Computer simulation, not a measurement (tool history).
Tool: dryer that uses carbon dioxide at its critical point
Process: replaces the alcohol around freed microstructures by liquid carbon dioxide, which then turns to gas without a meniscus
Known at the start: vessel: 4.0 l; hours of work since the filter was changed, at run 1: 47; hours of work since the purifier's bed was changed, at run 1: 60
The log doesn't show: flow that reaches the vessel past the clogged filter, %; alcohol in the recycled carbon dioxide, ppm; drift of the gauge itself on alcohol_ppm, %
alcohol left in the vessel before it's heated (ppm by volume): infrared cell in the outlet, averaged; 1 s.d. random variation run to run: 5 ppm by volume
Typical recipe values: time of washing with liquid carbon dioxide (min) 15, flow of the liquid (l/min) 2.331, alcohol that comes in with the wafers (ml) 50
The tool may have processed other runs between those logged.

run,day,time of washing with liquid carbon dioxide (min),flow of the liquid (l/min),alcohol that comes in with the wafers (ml),hours of work since the filter was changed,hours of work since the purifier's bed was changed,alcohol left in the vessel before it's heated (ppm by volume)
1,0,15,2.331,50,47,60,45
2,0.379,15,2.331,50,51,64,41
3,0.6,15,2.331,50,53,66,39
4,0.975,15,2.331,50,56,69,48
5,1.2,20,2.331,50,58,71,16
6,1.467,20,2.331,50,60,74,18
7,1.696,13,2.331,50,62,76,78
8,1.921,15,2.96,51,64,78,9
9,2.183,21,2.92,31,67,80,17
10,2.538,15,2.69,87,70,83,29
11,2.821,15,3.72,72,72,86,30
12,3.096,15,3.72,72,75,88,28

Each row is a separate what-if for the run after 12, all from the same tool condition, not one after another. Results?
A,3.412,15,2.331,63,78,91,?
B,3.412,15,1.77,119,78,91,?
C,3.412,15,2.21,50,78,91,?
D,3.412,15,3.34,50,78,91,?

run,alcohol left in the vessel before it's heated (ppm by volume)
A,60
B,289
C,58
D,26
What these runs would have given with no unlogged condition in the tool:
run,alcohol left in the vessel before it's heated (ppm by volume)
A,38
B,243
C,36
D,8

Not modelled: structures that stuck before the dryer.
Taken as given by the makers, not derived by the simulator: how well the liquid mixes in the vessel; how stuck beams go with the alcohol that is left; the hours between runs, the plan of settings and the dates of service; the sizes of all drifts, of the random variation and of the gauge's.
